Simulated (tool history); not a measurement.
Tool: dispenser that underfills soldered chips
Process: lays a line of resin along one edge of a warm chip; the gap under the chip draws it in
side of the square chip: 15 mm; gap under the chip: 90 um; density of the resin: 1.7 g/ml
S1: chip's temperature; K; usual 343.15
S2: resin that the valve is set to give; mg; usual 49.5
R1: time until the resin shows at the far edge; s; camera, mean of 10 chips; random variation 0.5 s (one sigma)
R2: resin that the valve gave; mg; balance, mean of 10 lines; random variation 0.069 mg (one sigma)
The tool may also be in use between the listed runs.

run,hour,S1,S2,R1,R2
1,0,343.15,49.5,83,49.21
2,8.5,343.15,44.8,57.1,44.44
3,12.8,343.15,44.8,72.7,44.32
4,18.3,343.15,48.4,41.4,47.94
5,26.3,343.15,48.4,63.9,47.71
6,31.2,343.15,48.4,85.2,47.74
7,35.3,358.15,49.5,25.7,48.76
8,41.9,354.15,49.5,42.9,48.67
9,49.5,354.15,49.5,27.5,48.6
10,53.9,354.15,49.5,36.5,48.5
11,60.1,355.15,49.5,50.4,48.68
12,66.1,355.15,49.5,27,49.6
13,73.1,355.15,49.5,41.7,49.26
14,81.7,343.15,52.4,43.6,52.23
15,89.9,343.15,52.4,68.6,52.07
16,95.5,343.15,52.4,40.2,51.94
17,103.1,343.15,52.4,61.3,51.96
18,111.3,343.15,57.3,41.6,56.79
19,118.8,329.15,58.7,117,58.06
20,126.4,337.15,43.7,56.3,43.19
21,135.3,345.15,49.2,66.3,48.42
22,139.3,334.15,59.8,53.4,58.9
23,143.9,334.15,59.8,67.5,58.69
24,149.4,344.15,59.8,64.2,58.75
25,153.1,352.15,64.2,56.9,62.99
26,157.7,337.15,49.5,58,48.45
27,162.8,340.15,50,64.1,49.87
28,169.1,335.15,55.3,111.8,55.26
29,175.8,339.15,53,57.9,52.92
30,183,344.15,49.5,74.2,49.25
31,188.7,344.15,49.5,42.5,49.06
32,196,333.15,53.6,100.8,53.22
33,203.2,341.15,42.5,47.5,42.07
34,207.3,344.15,45.2,53.2,44.58
35,212.4,344.15,45.2,71.5,44.78
36,217.3,341.15,43.8,44.5,43.21

Taken out of this log: 17 entries between the listed runs. Where each belongs, and how the hidden state differs across it:
Between runs 1 and 2: new syringe of resin (hour 1.7)
  resin's viscosity, % of fresh resin's: 220.2 -> 149.3; dose that the valve gives, % of what is set: 99.26 -> 99.07; true chip temperature over the reading, C: 1.16 -> 1.2
  measured less the result without the state, R1: +43.5 -> +17.1 s; R2: -0.37 -> -0.42 mg
Between runs 3 and 4: new syringe of resin (hour 16.9)
  resin's viscosity, % of fresh resin's: 191.8 -> 107.3; dose that the valve gives, % of what is set: 98.97 -> 98.85; true chip temperature over the reading, C: 1.23 -> 1.25
  measured less the result without the state, R1: +32.7 -> +1 s; R2: -0.46 -> -0.56 mg
Between runs 6 and 7: new syringe of resin (hour 32.2)
  resin's viscosity, % of fresh resin's: 229 -> 119.6; dose that the valve gives, % of what is set: 98.54 -> 98.45; true chip temperature over the reading, C: 1.32 -> 1.34
  measured less the result without the state, R1: +46.1 -> +3.2 s; R2: -0.71 -> -0.77 mg
Between runs 8 and 9: new syringe of resin (hour 47.2)
  resin's viscosity, % of fresh resin's: 176.3 -> 114.9; dose that the valve gives, % of what is set: 98.31 -> 98.14; true chip temperature over the reading, C: 1.37 -> 1.41
  measured less the result without the state, R1: +17.4 -> +2.4 s; R2: -0.84 -> -0.92 mg
Between runs 11 and 12: new syringe of resin (hour 62.5); dispensing valve cleaned and set on the balance (hour 64.2)
  resin's viscosity, % of fresh resin's: 213.4 -> 117.4; dose that the valve gives, % of what is set: 97.9 -> 100.03; true chip temperature over the reading, C: 1.46 -> 1.48
  measured less the result without the state, R1: +25.6 -> +2.7 s; R2: -1.04 -> +0.01 mg
Between runs 13 and 14: new syringe of resin (hour 78.7)
  resin's viscosity, % of fresh resin's: 177 -> 117.8; dose that the valve gives, % of what is set: 99.87 -> 99.7; true chip temperature over the reading, C: 1.52 -> 1.56
  measured less the result without the state, R1: +16.7 -> +4.2 s; R2: -0.07 -> -0.16 mg
Between runs 15 and 16: new syringe of resin (hour 94)
  resin's viscosity, % of fresh resin's: 190.1 -> 109.3; dose that the valve gives, % of what is set: 99.52 -> 99.4; true chip temperature over the reading, C: 1.6 -> 1.62
  measured less the result without the state, R1: +30.2 -> +1 s; R2: -0.25 -> -0.31 mg
Between runs 17 and 18: new syringe of resin (hour 108.9)
  resin's viscosity, % of fresh resin's: 170.5 -> 115.7; dose that the valve gives, % of what is set: 99.24 -> 99.06; true chip temperature over the reading, C: 1.66 -> 1.7
  measured less the result without the state, R1: +23.1 -> +3.1 s; R2: -0.4 -> -0.54 mg
Between runs 19 and 20: new syringe of resin (hour 124)
  resin's viscosity, % of fresh resin's: 179.3 -> 115; dose that the valve gives, % of what is set: 98.89 -> 98.72; true chip temperature over the reading, C: 1.74 -> 1.78
  measured less the result without the state, R1: +46.6 -> +3.9 s; R2: -0.65 -> -0.56 mg
Between runs 21 and 22: new syringe of resin (hour 139.1)
  resin's viscosity, % of fresh resin's: 192.9 -> 101.2; dose that the valve gives, % of what is set: 98.53 -> 98.43; true chip temperature over the reading, C: 1.83 -> 1.85
  measured less the result without the state, R1: +29.3 -> -3.6 s; R2: -0.72 -> -0.94 mg
Between runs 25 and 26: new syringe of resin (hour 154.2)
  resin's viscosity, % of fresh resin's: 227 -> 122.4; dose that the valve gives, % of what is set: 98.11 -> 98.02; true chip temperature over the reading, C: 1.92 -> 1.94
  measured less the result without the state, R1: +30.1 -> +6.9 s; R2: -1.21 -> -0.98 mg
Between runs 26 and 27: dispensing valve cleaned and set on the balance (hour 161.1)
  resin's viscosity, % of fresh resin's: 122.4 -> 155.7; dose that the valve gives, % of what is set: 98.02 -> 99.9; true chip temperature over the reading, C: 1.94 -> 1.95
  measured less the result without the state, R1: +6.9 -> +19.5 s; R2: -0.98 -> -0.04 mg
Between runs 28 and 29: new syringe of resin (hour 170.1)
  resin's viscosity, % of fresh resin's: 224.7 -> 138.1; dose that the valve gives, % of what is set: 99.76 -> 99.6; true chip temperature over the reading, C: 1.99 -> 2.02
  measured less the result without the state, R1: +57.8 -> +12.4 s; R2: -0.13 -> -0.21 mg
Between runs 30 and 31: new syringe of resin (hour 185.1)
  resin's viscosity, % of fresh resin's: 211.6 -> 122.9; dose that the valve gives, % of what is set: 99.44 -> 99.32; true chip temperature over the reading, C: 2.05 -> 2.08
  measured less the result without the state, R1: +35.9 -> +5 s; R2: -0.28 -> -0.33 mg
Between runs 32 and 33: new syringe of resin (hour 200.3)
  resin's viscosity, % of fresh resin's: 188.1 -> 117.5; dose that the valve gives, % of what is set: 99.17 -> 98.99; true chip temperature over the reading, C: 2.12 -> 2.15
  measured less the result without the state, R1: +42.4 -> +3.6 s; R2: -0.44 -> -0.43 mg
Between runs 35 and 36: new syringe of resin (hour 215.8)
  resin's viscosity, % of fresh resin's: 201.6 -> 109.6; dose that the valve gives, % of what is set: 98.77 -> 98.67; true chip temperature over the reading, C: 2.2 -> 2.22
  measured less the result without the state, R1: +32.9 -> +0.3 s; R2: -0.56 -> -0.58 mg
